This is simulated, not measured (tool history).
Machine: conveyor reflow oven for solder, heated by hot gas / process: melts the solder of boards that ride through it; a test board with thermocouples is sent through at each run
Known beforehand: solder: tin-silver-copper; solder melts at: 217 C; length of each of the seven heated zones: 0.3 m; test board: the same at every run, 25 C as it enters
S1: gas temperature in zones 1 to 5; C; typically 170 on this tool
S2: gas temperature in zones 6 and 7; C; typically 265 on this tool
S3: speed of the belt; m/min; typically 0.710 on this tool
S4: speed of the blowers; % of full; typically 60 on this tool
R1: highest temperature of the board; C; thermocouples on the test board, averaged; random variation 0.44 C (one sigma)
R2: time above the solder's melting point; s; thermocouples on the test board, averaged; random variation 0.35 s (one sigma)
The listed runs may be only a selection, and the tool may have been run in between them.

Run 1, day 0.000: usual settings. Result: R1 248.8 C, R2 35.1 s.
Run 2, day 1.300: usual settings. Result: R1 248.4 C, R2 35.2 s.
Run 3, day 2.783: usual settings but S4 83 % of full. Result: R1 254.9 C, R2 38.8 s.
Run 4, day 4.033: usual settings but S4 83 % of full. Result: R1 254.1 C, R2 39.2 s.
Run 5, day 5.400: usual settings but S4 83 % of full. Result: R1 254.0 C, R2 39.6 s.
Run 6, day 7.417: usual settings but S1 159 C. Result: R1 246.9 C, R2 31.6 s.
Run 7, day 10.308: usual settings but S1 159 C. Result: R1 246.4 C, R2 31.7 s.
Run 8, day 13.183: usual settings. Result: R1 248.4 C, R2 34.4 s.
Run 9, day 15.704: usual settings. Result: R1 248.3 C, R2 35.1 s.
Run 10, day 17.412: usual settings. Result: R1 248.1 C, R2 35.4 s.
Run 11, day 19.888: usual settings. Result: R1 248.7 C, R2 35.1 s.
Run 12, day 22.446: usual settings. Result: R1 248.6 C, R2 35.2 s.
Run 13, day 24.021: usual settings. Result: R1 248.8 C, R2 35.1 s.
Run 14, day 25.321: usual settings. Result: R1 248.0 C, R2 35.7 s.
Run 15, day 27.592: usual settings. Result: R1 248.8 C, R2 35.2 s.
Run 16, day 30.212: usual settings but S1 181 C. Result: R1 251.6 C, R2 39.4 s.
Run 17, day 32.742: usual settings but S1 177 C, S3 0.670 m/min, S4 61 % of full. Result: R1 252.2 C, R2 41.4 s.
Run 18, day 34.671: usual settings but S1 177 C, S3 0.670 m/min, S4 61 % of full. Result: R1 252.0 C, R2 41.5 s.
Run 19, day 36.708: usual settings but S1 161 C, S4 85 % of full. Result: R1 253.4 C, R2 37.9 s.
Run 20, day 39.225: usual settings but S1 161 C, S4 85 % of full. Result: R1 253.8 C, R2 36.8 s.
Run 21, day 42.054: usual settings but S1 161 C, S4 85 % of full. Result: R1 254.3 C, R2 37.4 s.
Run 22, day 44.550: usual settings but S1 161 C, S4 85 % of full. Result: R1 254.0 C, R2 37.3 s.
Run 23, day 46.258: usual settings but S1 165 C, S2 264 C, S3 0.722 m/min, S4 59 % of full. Result: R1 245.8 C, R2 31.6 s.
Run 24, day 47.854: usual settings but S1 171 C, S2 266 C. Result: R1 249.8 C, R2 36.1 s.
Run 25, day 50.350: usual settings but S1 161 C, S4 59 % of full. Result: R1 246.5 C, R2 32.0 s.
Run 26, day 51.996: usual settings but S1 178 C, S2 273 C, S3 0.689 m/min, S4 68 % of full. Result: R1 259.7 C, R2 43.4 s.
Run 27, day 54.912: usual settings but S1 172 C, S3 0.649 m/min. Result: R1 251.5 C, R2 41.0 s.
Run 28, day 57.292: usual settings but S1 172 C, S3 0.649 m/min. Result: R1 251.5 C, R2 40.9 s.
Run 29, day 59.512: usual settings but S1 172 C, S3 0.649 m/min. Result: R1 252.1 C, R2 41.6 s.
Run 30, day 60.738: usual settings but S1 172 C, S3 0.649 m/min. Result: R1 251.6 C, R2 41.5 s.

Not shown here: 2 entries made in the log between runs. Locate each between two listed runs and compare the hidden state at the listed run before it with the hidden state at the listed run after it:
Run 14 -> run 15: flux residue cleaned out of gas plates and filters (day 26.721)
  heat that the gas passes to the board, % of a clean oven's: 99.2 -> 99.9
Run 28 -> run 29: flux residue cleaned out of gas plates and filters (day 59.183)
  heat that the gas passes to the board, % of a clean oven's: 99.2 -> 100
